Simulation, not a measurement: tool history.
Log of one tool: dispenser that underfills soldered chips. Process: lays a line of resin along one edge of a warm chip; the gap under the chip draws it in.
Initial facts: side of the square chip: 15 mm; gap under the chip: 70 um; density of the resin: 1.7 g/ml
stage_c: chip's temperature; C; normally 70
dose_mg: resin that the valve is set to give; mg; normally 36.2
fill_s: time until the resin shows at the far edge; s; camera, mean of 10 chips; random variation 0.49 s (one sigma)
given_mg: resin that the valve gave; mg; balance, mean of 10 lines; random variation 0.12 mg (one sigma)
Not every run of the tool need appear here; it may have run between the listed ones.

run,day,stage_c,dose_mg,fill_s,given_mg
1,0,70,36.2,48.1,35.76
2,0.229,70,36.2,57.7,35.76
# day 0.5: new syringe of resin
3,0.517,70,35.6,38,35.07
4,0.838,70,35.6,49.1,34.88
5,1.075,70,35.6,59.5,34.75
# day 1.296: new syringe of resin
6,1.296,70,35.6,38,34.73
7,1.721,70,35.6,52.5,34.87
8,1.996,70,35.6,66.2,34.75
# day 2.096: new syringe of resin
9,2.254,70,35.6,43.2,34.66
10,2.462,82,36.2,30.6,35.46
11,2.812,70,36.2,67.2,35.24
# day 2.917: new syringe of resin
12,3.062,70,36.2,41.7,35.24
# day 3.133: dispensing valve cleaned and set on the balance
13,3.4,70,36.2,53,36.26
14,3.629,70,36.2,63,35.99
# day 3.779: new syringe of resin
15,3.938,69,36.2,43.6,35.79
16,4.138,69,36.2,50.1,35.85
17,4.471,70,36.2,63.9,35.81
# day 4.583: new syringe of resin
18,4.829,70,36.2,42.9,35.79
19,5.158,59,45.4,88.9,44.54
# day 5.404: new syringe of resin
20,5.525,59,33.5,67.3,32.94
21,5.888,80,35.8,36.5,35.15
# day 6.221: new syringe of resin
22,6.275,79,41.2,25.5,40.31
23,6.533,83,34.2,27.6,33.5
24,6.904,76,44.1,47.4,43.28
# day 7.054: new syringe of resin
25,7.146,76,44.1,30.4,43.29
26,7.458,81,44.4,31.1,43.43
# day 7.883: new syringe of resin
27,7.883,81,44.4,21.7,43.34
# day 8.217: dispensing valve cleaned and set on the balance
28,8.354,81,44.4,30.8,44.37
29,8.692,84,36.2,38.7,36.12
# day 8.729: new syringe of resin
30,8.925,68,32.3,48,32.17
31,9.217,85,38.7,28.5,38.42
# day 9.546: new syringe of resin
32,9.562,81,38.4,22.8,37.97
33,9.921,62,42,67.9,41.81
# day 10.35: new syringe of resin
34,10.362,62,42,50.1,41.46
35,10.562,62,42,57.5,41.25
36,10.846,82,39.1,31.9,38.31

3 options for the next run, each taken on its own from the tool as it stands now. Forecast them:
A,11.121,77,37.2,?,?
B,11.121,72,46.5,?,?
C,11.121,57,34,?,?

run,fill_s,given_mg
A,50,36.59
B,58.5,45.92
C,117.9,33.4
Without the tool's hidden state the same runs would have given:
run,fill_s,given_mg
A,28.9,37.24
B,34,46.73
C,68.5,34

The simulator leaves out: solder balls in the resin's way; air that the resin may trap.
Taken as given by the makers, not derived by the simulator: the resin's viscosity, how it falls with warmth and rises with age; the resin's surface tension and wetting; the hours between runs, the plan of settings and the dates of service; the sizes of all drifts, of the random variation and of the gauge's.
